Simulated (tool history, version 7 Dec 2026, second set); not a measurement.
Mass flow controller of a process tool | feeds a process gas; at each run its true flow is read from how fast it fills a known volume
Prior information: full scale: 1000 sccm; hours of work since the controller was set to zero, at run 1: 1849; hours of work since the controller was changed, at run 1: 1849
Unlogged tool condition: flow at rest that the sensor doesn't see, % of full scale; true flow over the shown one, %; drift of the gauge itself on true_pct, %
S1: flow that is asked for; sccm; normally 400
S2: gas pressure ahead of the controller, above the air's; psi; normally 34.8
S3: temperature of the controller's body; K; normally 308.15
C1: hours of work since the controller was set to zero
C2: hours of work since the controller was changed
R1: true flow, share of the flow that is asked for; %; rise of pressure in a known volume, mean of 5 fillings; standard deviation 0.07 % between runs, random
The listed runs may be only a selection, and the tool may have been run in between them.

{"run": 1, "hour": 0.0, "S1": 400, "S2": 34.8, "S3": 308.15, "C1": 1849, "C2": 1849, "R1": 96.98}
{"run": 2, "hour": 85.7, "S1": 400, "S2": 34.8, "S3": 308.15, "C1": 1908, "C2": 1908, "R1": 96.9}
{"run": 3, "hour": 193.7, "S1": 400, "S2": 34.8, "S3": 308.15, "C1": 1982, "C2": 1982, "R1": 96.83}
{"run": 4, "hour": 361.4, "S1": 400, "S2": 34.8, "S3": 294.15, "C1": 2098, "C2": 2098, "R1": 97.46}
{"run": 5, "hour": 471.9, "S1": 400, "S2": 34.8, "S3": 294.15, "C1": 2174, "C2": 2174, "R1": 97.2}
{"run": 6, "hour": 626.8, "S1": 400, "S2": 34.8, "S3": 294.15, "C1": 2281, "C2": 2281, "R1": 97.13}
{"run": 7, "hour": 795.0, "S1": 400, "S2": 34.8, "S3": 294.15, "C1": 2397, "C2": 2397, "R1": 96.89}
{"run": 8, "hour": 917.3, "S1": 400, "S2": 34.8, "S3": 294.15, "C1": 2481, "C2": 2481, "R1": 97.13}
{"run": 9, "hour": 1042.7, "S1": 400, "S2": 34.8, "S3": 294.15, "C1": 2567, "C2": 2567, "R1": 96.82}
{"run": 10, "hour": 1168.8, "S1": 400, "S2": 34.8, "S3": 294.15, "C1": 2654, "C2": 2654, "R1": 96.88}
{"run": 11, "hour": 1326.9, "S1": 400, "S2": 24.7, "S3": 294.15, "C1": 2763, "C2": 2763, "R1": 97.15}
{"run": 12, "hour": 1503.0, "S1": 400, "S2": 24.7, "S3": 294.15, "C1": 2885, "C2": 2885, "R1": 97.13}
{"run": 13, "hour": 1588.0, "S1": 400, "S2": 24.7, "S3": 294.15, "C1": 2943, "C2": 2943, "R1": 96.96}
{"run": 14, "hour": 1748.8, "S1": 400, "S2": 24.7, "S3": 294.15, "C1": 3054, "C2": 3054, "R1": 96.86}
{"run": 15, "hour": 1887.9, "S1": 382, "S2": 24.2, "S3": 294.15, "C1": 3150, "C2": 3150, "R1": 96.64}
{"run": 16, "hour": 2018.6, "S1": 382, "S2": 24.2, "S3": 294.15, "C1": 3240, "C2": 3240, "R1": 96.59}
{"run": 17, "hour": 2106.9, "S1": 408, "S2": 38.7, "S3": 308.15, "C1": 3301, "C2": 3301, "R1": 95.45}
{"run": 18, "hour": 2213.2, "S1": 400, "S2": 32.3, "S3": 296.15, "C1": 3374, "C2": 3374, "R1": 96.19}
{"run": 19, "hour": 2371.2, "S1": 400, "S2": 32.3, "S3": 296.15, "C1": 3483, "C2": 3483, "R1": 96.02}
{"run": 20, "hour": 2555.5, "S1": 135, "S2": 31.5, "S3": 312.15, "C1": 3610, "C2": 3610, "R1": 90.64}
{"run": 21, "hour": 2753.2, "S1": 181, "S2": 38.3, "S3": 301.15, "C1": 3746, "C2": 3746, "R1": 92.35}
{"run": 22, "hour": 2924.8, "S1": 518, "S2": 25.4, "S3": 293.15, "C1": 3864, "C2": 3864, "R1": 96.8}
{"run": 23, "hour": 3078.0, "S1": 400, "S2": 34.8, "S3": 300.15, "C1": 3970, "C2": 3970, "R1": 95.32}

Consider 4 possible next runs. They are alternatives, not a sequence: every one starts from the tool as it was left by run 23. What does each give?
{"run": "A", "hour": 3266.3, "S1": 400, "S2": 34.8, "S3": 297.15, "C1": 4100, "C2": 4100, "R1": "?"}
{"run": "B", "hour": 3266.3, "S1": 400, "S2": 22, "S3": 300.15, "C1": 4100, "C2": 4100, "R1": "?"}
{"run": "C", "hour": 3266.3, "S1": 400, "S2": 25.1, "S3": 308.15, "C1": 4100, "C2": 4100, "R1": "?"}
{"run": "D", "hour": 3266.3, "S1": 400, "S2": 24.2, "S3": 313.15, "C1": 4100, "C2": 4100, "R1": "?"}

run=A R1=95.32
run=B R1=95.65
run=C R1=95.16
run=D R1=95.05
Had the tool no hidden state, the same runs would have come out as:
run=A R1=99.08
run=B R1=99.42
run=C R1=98.93
run=D R1=98.81
